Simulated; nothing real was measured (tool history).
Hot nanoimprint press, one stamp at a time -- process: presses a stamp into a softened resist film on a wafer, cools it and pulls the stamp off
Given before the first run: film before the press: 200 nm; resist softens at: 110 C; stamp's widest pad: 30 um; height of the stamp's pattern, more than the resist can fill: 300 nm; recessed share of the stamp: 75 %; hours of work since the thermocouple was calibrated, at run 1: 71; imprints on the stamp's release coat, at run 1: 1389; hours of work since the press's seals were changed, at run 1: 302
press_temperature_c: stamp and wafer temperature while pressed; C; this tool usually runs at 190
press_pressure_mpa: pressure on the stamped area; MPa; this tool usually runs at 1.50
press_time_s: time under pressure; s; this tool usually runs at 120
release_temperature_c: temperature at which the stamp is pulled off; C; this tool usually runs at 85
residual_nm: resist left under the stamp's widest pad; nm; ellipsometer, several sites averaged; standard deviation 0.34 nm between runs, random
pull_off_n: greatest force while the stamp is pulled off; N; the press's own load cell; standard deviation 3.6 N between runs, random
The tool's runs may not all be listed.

run   hour  press_temperature_c  press_pressure_mpa  press_time_s  release_temperature_c  hours of work since the thermocouple was calibrated  imprints on the stamp's release coat  hours of work since the press's seals were changed  residual_nm  pull_off_n
  1    0.0                  190                1.50           120                     85                                                   71                                  1389                                                 302         93.1         208
  2   15.0                  190                1.50           120                     85                                                   77                                  1430                                                 308         93.9         205
  3   41.6                  190                1.54           120                     85                                                   88                                  1502                                                 319         92.8         213
  4   55.4                  190                1.54           120                     85                                                   93                                  1540                                                 324         91.8         200
  5   73.9                  190                1.54           120                     85                                                  101                                  1590                                                 332         91.9         210
  6   85.8                  190                1.54           120                     85                                                  106                                  1623                                                 336         92.2         219
  7  107.1                  190                1.54           120                     85                                                  114                                  1681                                                 345         92.5         207
  8  129.8                  190                1.54           184                     85                                                  123                                  1743                                                 354         78.9         217
  9  144.3                  190                1.50           120                     85                                                  129                                  1783                                                 360         94.1         214
 10  158.0                  190                1.50           120                     85                                                  135                                  1820                                                 365         94.1         216
 11  171.4                  190                1.50           120                     83                                                  140                                  1856                                                 371         94.1         227
 12  191.4                  190                1.50           120                     83                                                  148                                  1911                                                 379         94.4         221
 13  210.5                  190                1.50           120                     83                                                  156                                  1963                                                 386         94.0         223
 14  235.1                  190                1.50           120                     83                                                  166                                  2030                                                 396         94.2         224
 15  249.0                  190                1.50            93                     83                                                  171                                  2068                                                 402        103.2         221
     257.3  -- stamp cleaned and given a new release coat
 16  280.5                  190                0.92           120                     85                                                  181                                    63                                                 412        118.4         174
 17  292.1                  190                0.92           120                     85                                                  186                                    95                                                 417        118.4         178
 18  313.0                  186                1.65            85                     85                                                  194                                   152                                                 425        116.9         183
 19  334.4                  198                1.65            70                     75                                                  203                                   210                                                 434         81.5         213
 20  356.8                  198                2.31           150                     91                                                  212                                   271                                                 443         50.4         165
 21  377.6                  201                0.97            72                     71                                                  220                                   328                                                 451         95.4         221
 22  398.2                  201                0.97            72                     71                                                  229                                   384                                                 459         94.2         228
 23  418.2                  201                0.97            72                     71                                                  237                                   439                                                 467         95.2         227
 24  430.2                  201                0.97            72                     71                                                  241                                   472                                                 472         94.7         235
 25  445.7                  201                0.95            72                     71                                                  248                                   514                                                 478         95.7         237
 26  470.1                  190                1.95           120                     76                                                  257                                   580                                                 488         83.8         215
 27  491.3                  190                1.95           120                     76                                                  266                                   638                                                 497         83.5         220
 28  505.0                  190                1.95           172                     76                                                  271                                   676                                                 502         73.2         231
 29  527.0                  190                1.18           120                     85                                                  280                                   736                                                 511        106.3         188

Below are 5 alternative next runs, each starting from the tool's condition after run 29. Predict each:
  A  552.7                  190                1.50           120                     88                                                  290                                   806                                                 521            ?           ?
  B  552.7                  192                1.00           120                     79                                                  290                                   806                                                 521            ?           ?
  C  552.7                  195                1.50            63                     75                                                  290                                   806                                                 521            ?           ?
  D  552.7                  190                1.18           120                     85                                                  290                                   806                                                 521            ?           ?
  E  552.7                  185                2.15           120                     85                                                  290                                   806                                                 521            ?           ?

run  residual_nm  pull_off_n
  A         95.1         183
  B        107.1         226
  C         98.7         218
  D        106.3         197
  E         97.1         193
The same runs, with their run-to-run variation unchanged, on a tool lacking any hidden condition would have given:
run  residual_nm  pull_off_n
  A         91.8         164
  B        103.9         203
  C         95.6         196
  D        102.9         176
  E         93.4         174
